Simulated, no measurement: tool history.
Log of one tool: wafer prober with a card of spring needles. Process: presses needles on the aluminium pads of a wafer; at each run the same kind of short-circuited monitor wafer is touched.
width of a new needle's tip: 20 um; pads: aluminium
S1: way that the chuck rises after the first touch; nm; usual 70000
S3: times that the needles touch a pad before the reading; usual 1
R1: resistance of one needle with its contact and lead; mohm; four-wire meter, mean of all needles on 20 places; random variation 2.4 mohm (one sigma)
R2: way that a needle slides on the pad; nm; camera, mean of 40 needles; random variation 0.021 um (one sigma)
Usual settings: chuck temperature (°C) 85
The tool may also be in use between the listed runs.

{"run": 1, "day": 0.0, "S1": 70000, "chuck temperature (°C)": 85, "S3": 1, "R1": 273, "R2": 11740}
{"day": 0.433, "done": "tips cleaned on abrasive film"}
{"day": 0.5, "done": "height of the first contact set anew"}
{"run": 2, "day": 0.629, "S1": 70000, "chuck temperature (°C)": 85, "S3": 1, "R1": 282, "R2": 11700}
{"day": 0.879, "done": "tips cleaned on abrasive film"}
{"run": 3, "day": 0.904, "S1": 61000, "chuck temperature (°C)": 85, "S3": 1, "R1": 275, "R2": 10160}
{"day": 1.342, "done": "tips cleaned on abrasive film"}
{"run": 4, "day": 1.417, "S1": 61000, "chuck temperature (°C)": 85, "S3": 1, "R1": 282, "R2": 10140}
{"day": 1.829, "done": "tips cleaned on abrasive film"}
{"run": 5, "day": 1.996, "S1": 63000, "chuck temperature (°C)": 85, "S3": 1, "R1": 288, "R2": 10480}
{"day": 2.271, "done": "tips cleaned on abrasive film"}
{"run": 6, "day": 2.621, "S1": 70000, "chuck temperature (°C)": 90, "S3": 1, "R1": 297, "R2": 11610}
{"day": 2.708, "done": "tips cleaned on abrasive film"}
{"run": 7, "day": 3.075, "S1": 70000, "chuck temperature (°C)": 85, "S3": 2, "R1": 285, "R2": 11630}
{"day": 3.188, "done": "tips cleaned on abrasive film"}
{"day": 3.629, "done": "tips cleaned on abrasive film"}
{"run": 8, "day": 3.696, "S1": 70000, "chuck temperature (°C)": 85, "S3": 2, "R1": 282, "R2": 11620}
{"day": 3.879, "done": "height of the first contact set anew, once more"}
{"run": 9, "day": 4.05, "S1": 70000, "chuck temperature (°C)": 85, "S3": 3, "R1": 278, "R2": 11930}
{"day": 4.108, "done": "tips cleaned on abrasive film"}
{"run": 10, "day": 4.329, "S1": 70000, "chuck temperature (°C)": 85, "S3": 3, "R1": 274, "R2": 11910}
{"day": 4.562, "done": "tips cleaned on abrasive film"}
{"run": 11, "day": 4.717, "S1": 64000, "chuck temperature (°C)": 36, "S3": 1, "R1": 269, "R2": 10880}
{"day": 5.025, "done": "tips cleaned on abrasive film"}
{"run": 12, "day": 5.025, "S1": 87000, "chuck temperature (°C)": 111, "S3": 2, "R1": 273, "R2": 14800}

The same runs without the tool's hidden state, with the same run-to-run variation:
The hidden state here: debris on the tips, nm; way that the needles fall short of the set height, um; tips' diameter, um; drift of the gauge itself on contact_mohm, %; drift of the gauge itself on scrub_um, %.
run=1 R1=269 R2=11930
run=2 R1=266 R2=11930
run=3 R1=269 R2=10400
run=4 R1=271 R2=10390
run=5 R1=267 R2=10740
run=6 R1=270 R2=11880
run=7 R1=268 R2=11910
run=8 R1=275 R2=11920
run=9 R1=267 R2=11930
run=10 R1=267 R2=11920
run=11 R1=251 R2=10900
run=12 R1=272 R2=14830
